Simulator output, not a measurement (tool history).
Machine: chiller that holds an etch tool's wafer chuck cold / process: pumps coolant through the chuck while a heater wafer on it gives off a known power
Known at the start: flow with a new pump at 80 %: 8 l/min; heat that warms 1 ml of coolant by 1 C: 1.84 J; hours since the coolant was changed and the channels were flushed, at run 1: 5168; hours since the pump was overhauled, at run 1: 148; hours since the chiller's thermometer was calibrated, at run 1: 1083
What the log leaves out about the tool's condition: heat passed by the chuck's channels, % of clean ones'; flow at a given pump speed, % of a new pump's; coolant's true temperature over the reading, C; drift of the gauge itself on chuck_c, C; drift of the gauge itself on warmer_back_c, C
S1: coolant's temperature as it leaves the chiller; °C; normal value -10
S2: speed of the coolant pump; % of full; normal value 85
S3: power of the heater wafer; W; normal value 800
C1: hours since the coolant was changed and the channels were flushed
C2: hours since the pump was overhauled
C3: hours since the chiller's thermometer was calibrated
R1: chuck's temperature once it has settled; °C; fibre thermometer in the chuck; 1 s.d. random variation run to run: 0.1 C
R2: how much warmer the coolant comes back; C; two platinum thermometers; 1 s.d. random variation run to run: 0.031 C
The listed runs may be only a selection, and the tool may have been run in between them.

Run 1, day 0: usual settings; C1 5168; C2 148; C3 1083. Result: R1 -2.3 °C, R2 2.99 C.
Run 2, day 5.683: usual settings; C1 5305; C2 285; C3 1220. Result: R1 -2.4 °C, R2 3.08 C.
Run 3, day 9.921: usual settings but S1 -15 °C; C1 5406; C2 387; C3 1321. Result: R1 -7.3 °C, R2 3.02 C.
Run 4, day 14.233: usual settings; C1 5510; C2 490; C3 1425. Result: R1 -2.2 °C, R2 3.01 C.
Run 5, day 20.679: usual settings but S3 1066 W; C1 5665; C2 645; C3 1579. Result: R1 0.2 °C, R2 4.05 C.
At day 27.229: coolant changed, channels flushed.
Run 6, day 27.812: usual settings but S3 1066 W; C1 14; C2 810; C3 1745. Result: R1 0.4 °C, R2 4.05 C.
Run 7, day 35.3: usual settings but S3 1066 W; C1 194; C2 990; C3 1924. Result: R1 0.2 °C, R2 4.01 C.
Run 8, day 40.383: usual settings but S1 -6 °C, S3 1066 W; C1 316; C2 1112; C3 2046. Result: R1 4.5 °C, R2 3.97 C.
Run 9, day 47.717: usual settings but S1 -6 °C, S3 1066 W; C1 492; C2 1288; C3 2222. Result: R1 4.3 °C, R2 3.98 C.

Run 10 is up next; what results do you expect?
Run 10, day 55.7: usual settings but S1 -5 °C; C1 683; C2 1479; C3 2414. Result: R1 ?, R2 ?.

Run 10 gave R1 2.9 °C, R2 2.95 C.
Minus the tool's unlogged condition, the same run would have read R1 2.9 °C, R2 3.05 C.
